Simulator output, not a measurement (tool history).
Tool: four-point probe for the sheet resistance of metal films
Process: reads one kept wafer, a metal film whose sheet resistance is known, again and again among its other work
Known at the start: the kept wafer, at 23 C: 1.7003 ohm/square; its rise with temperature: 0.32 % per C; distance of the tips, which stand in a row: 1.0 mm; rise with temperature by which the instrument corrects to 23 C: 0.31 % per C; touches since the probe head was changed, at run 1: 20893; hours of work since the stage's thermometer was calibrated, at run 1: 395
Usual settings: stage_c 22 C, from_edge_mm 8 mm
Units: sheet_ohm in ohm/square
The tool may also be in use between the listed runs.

run     day  stage_c  from_edge_mm  touches since the probe head was changed  hours of work since the stage's thermometer was calibrated  sheet_ohm
  1       0       22             8                                     20893                                                         395   1.712637
  2   1.462       22             8                                     21747                                                         418   1.711832
  3   2.288       22             8                                     22231                                                         431   1.711443
  4   3.225       22             8                                     22778                                                         446   1.711725
  5   4.258       22             8                                     23382                                                         462    1.71111
  6   5.229       22             8                                     23950                                                         478   1.711478
  7   6.033       22             8                                     24420                                                         491   1.711156
  8   6.971       22             8                                     24968                                                         505   1.711718
  9   8.012       22            48                                     25577                                                         522   1.697285
 10   8.742       34             8                                     26004                                                         534   1.713636
 11  10.296       34             8                                     26913                                                         558   1.714006
 12  11.475       25             8                                     27602                                                         577   1.711397
 13   12.75       32             3                                     28348                                                         597   1.794094
 14  13.817       28            55                                     28972                                                         614   1.697998
 15  15.388       28            12                                     29890                                                         639   1.704398
 16  16.442       19             5                                     30506                                                         656   1.731313
 17  17.375       22             4                                     31051                                                         670   1.751428
 18  19.033       22            16                                     32022                                                         697   1.699342
 19  20.179       22            16                                     32692                                                         715   1.699656
 20  21.688       27            16                                     33573                                                         739   1.700269
 21  22.962       22             7                                     34318                                                         759   1.713805

4 ways to go on from here, each from the tool as it stands after run 21. What would each give?
  A  23.888       34             7                                     34860                                                         774          ?
  B  23.888       26            23                                     34860                                                         774          ?
  C  23.888       35            27                                     34860                                                         774          ?
  D  23.888       22             4                                     34860                                                         774          ?

run  sheet_ohm
  A   1.716173
  B   1.697899
  C   1.699231
  D   1.751364
Without the tool's hidden state the same runs would have given:
run  sheet_ohm
  A   1.721032
  B   1.702749
  C    1.70404
  D   1.756381

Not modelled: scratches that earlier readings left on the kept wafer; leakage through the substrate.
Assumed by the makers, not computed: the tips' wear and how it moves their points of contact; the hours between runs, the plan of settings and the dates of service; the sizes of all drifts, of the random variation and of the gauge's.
